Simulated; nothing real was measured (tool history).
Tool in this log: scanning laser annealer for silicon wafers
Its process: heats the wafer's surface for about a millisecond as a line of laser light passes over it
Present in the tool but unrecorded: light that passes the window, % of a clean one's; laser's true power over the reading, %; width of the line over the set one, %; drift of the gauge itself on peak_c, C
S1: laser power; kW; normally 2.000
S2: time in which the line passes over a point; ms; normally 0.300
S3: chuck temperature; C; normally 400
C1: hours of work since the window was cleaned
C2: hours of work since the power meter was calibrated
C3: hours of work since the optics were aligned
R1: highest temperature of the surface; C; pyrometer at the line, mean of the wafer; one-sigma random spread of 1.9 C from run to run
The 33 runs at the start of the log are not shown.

Run 34, hour 217.0: usual settings but S1 2.186 kW, S2 0.239 ms, S3 437 C; C1 556; C2 390; C3 446. Result: R1 1140 C.
Run 35, hour 222.4: usual settings but S1 2.186 kW, S2 0.265 ms, S3 437 C; C1 560; C2 393; C3 450. Result: R1 1185 C.
Run 36, hour 230.8: usual settings but S1 2.053 kW; C1 566; C2 399; C3 455. Result: R1 1146 C.
Run 37, hour 237.6: usual settings but S1 2.053 kW; C1 570; C2 404; C3 460. Result: R1 1141 C.
Run 38, hour 241.6: usual settings but S1 2.053 kW; C1 573; C2 407; C3 463. Result: R1 1138 C.
Run 39, hour 250.6: usual settings but S2 0.353 ms; C1 579; C2 413; C3 469. Result: R1 1190 C.
Run 40, hour 257.8: usual settings but S1 1.725 kW, S2 0.312 ms; C1 585; C2 418; C3 474. Result: R1 1033 C.
Run 41, hour 263.9: usual settings but S2 0.330 ms, S3 437 C; C1 589; C2 422; C3 479. Result: R1 1196 C.

4 ways to go on from here, each from the tool as it stands after run 41. What would each give?
Run A, hour 272.9: usual settings but S2 0.352 ms, S3 430 C; C1 595; C2 429; C3 485. Result: R1 ?.
Run B, hour 272.9: usual settings but S1 1.953 kW, S3 387 C; C1 595; C2 429; C3 485. Result: R1 ?.
Run C, hour 272.9: usual settings but S1 1.953 kW, S3 385 C; C1 595; C2 429; C3 485. Result: R1 ?.
Run D, hour 272.9: usual settings but S1 1.903 kW, S3 410 C; C1 595; C2 429; C3 485. Result: R1 ?.

run    R1
  A  1215
  B  1089
  C  1090
  D  1095
Stripped of hidden state, with their random variation kept, the same runs would have yielded:
run    R1
  A  1216
  B  1090
  C  1091
  D  1096
